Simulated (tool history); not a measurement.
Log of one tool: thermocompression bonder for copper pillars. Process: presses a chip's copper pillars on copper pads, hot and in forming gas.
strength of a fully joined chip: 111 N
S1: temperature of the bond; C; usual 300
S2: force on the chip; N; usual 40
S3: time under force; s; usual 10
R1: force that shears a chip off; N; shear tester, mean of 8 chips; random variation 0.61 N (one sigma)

{"run": 1, "hour": 0.0, "S1": 300, "S2": 40, "S3": 10, "R1": 66.8}
{"run": 2, "hour": 11.0, "S1": 300, "S2": 40, "S3": 23, "R1": 82.0}
{"run": 3, "hour": 16.2, "S1": 300, "S2": 40, "S3": 10, "R1": 64.4}
{"run": 4, "hour": 27.4, "S1": 300, "S2": 40, "S3": 10, "R1": 67.1}
{"run": 5, "hour": 34.1, "S1": 300, "S2": 40, "S3": 10, "R1": 66.4}
{"run": 6, "hour": 40.1, "S1": 300, "S2": 40, "S3": 10, "R1": 65.0}
{"run": 7, "hour": 50.0, "S1": 300, "S2": 40, "S3": 10, "R1": 65.8}
{"run": 8, "hour": 57.3, "S1": 300, "S2": 40, "S3": 10, "R1": 66.1}
{"run": 9, "hour": 63.9, "S1": 300, "S2": 40, "S3": 10, "R1": 65.6}
{"run": 10, "hour": 75.1, "S1": 300, "S2": 59, "S3": 10, "R1": 78.1}
{"run": 11, "hour": 80.8, "S1": 300, "S2": 40, "S3": 11, "R1": 67.1}
{"run": 12, "hour": 88.9, "S1": 300, "S2": 44, "S3": 10, "R1": 68.5}
{"run": 13, "hour": 99.0, "S1": 300, "S2": 44, "S3": 7, "R1": 61.4}
{"run": 14, "hour": 111.3, "S1": 300, "S2": 44, "S3": 7, "R1": 60.3}
{"run": 15, "hour": 124.1, "S1": 292, "S2": 39, "S3": 10, "R1": 58.7}
{"run": 16, "hour": 131.6, "S1": 280, "S2": 24, "S3": 6, "R1": 32.1}
{"hour": 133.7, "done": "force cell calibrated"}
{"run": 17, "hour": 143.3, "S1": 319, "S2": 36, "S3": 14, "R1": 76.5}
{"run": 18, "hour": 152.1, "S1": 319, "S2": 46, "S3": 14, "R1": 83.3}
{"run": 19, "hour": 158.2, "S1": 271, "S2": 29, "S3": 21, "R1": 53.7}
{"hour": 166.3, "done": "force cell calibrated, once more"}
{"run": 20, "hour": 166.6, "S1": 313, "S2": 28, "S3": 7, "R1": 52.7}
{"run": 21, "hour": 172.2, "S1": 290, "S2": 47, "S3": 10, "R1": 65.5}
{"run": 22, "hour": 178.4, "S1": 287, "S2": 40, "S3": 10, "R1": 57.0}
{"run": 23, "hour": 190.0, "S1": 302, "S2": 40, "S3": 6, "R1": 55.8}
{"run": 24, "hour": 196.9, "S1": 300, "S2": 26, "S3": 10, "R1": 50.8}
{"run": 25, "hour": 207.4, "S1": 296, "S2": 28, "S3": 7, "R1": 44.9}
{"run": 26, "hour": 218.4, "S1": 296, "S2": 28, "S3": 6, "R1": 44.0}

Forecast each of these 3 alternatives for the next run:
{"run": "A", "hour": 230.2, "S1": 303, "S2": 32, "S3": 12, "R1": "?"}
{"run": "B", "hour": 230.2, "S1": 274, "S2": 40, "S3": 10, "R1": "?"}
{"run": "C", "hour": 230.2, "S1": 300, "S2": 40, "S3": 24, "R1": "?"}

run=A R1=62.7
run=B R1=51.1
run=C R1=79.7
Without the tool's hidden state the same runs would have given:
run=A R1=63.0
run=B R1=50.6
run=C R1=81.3
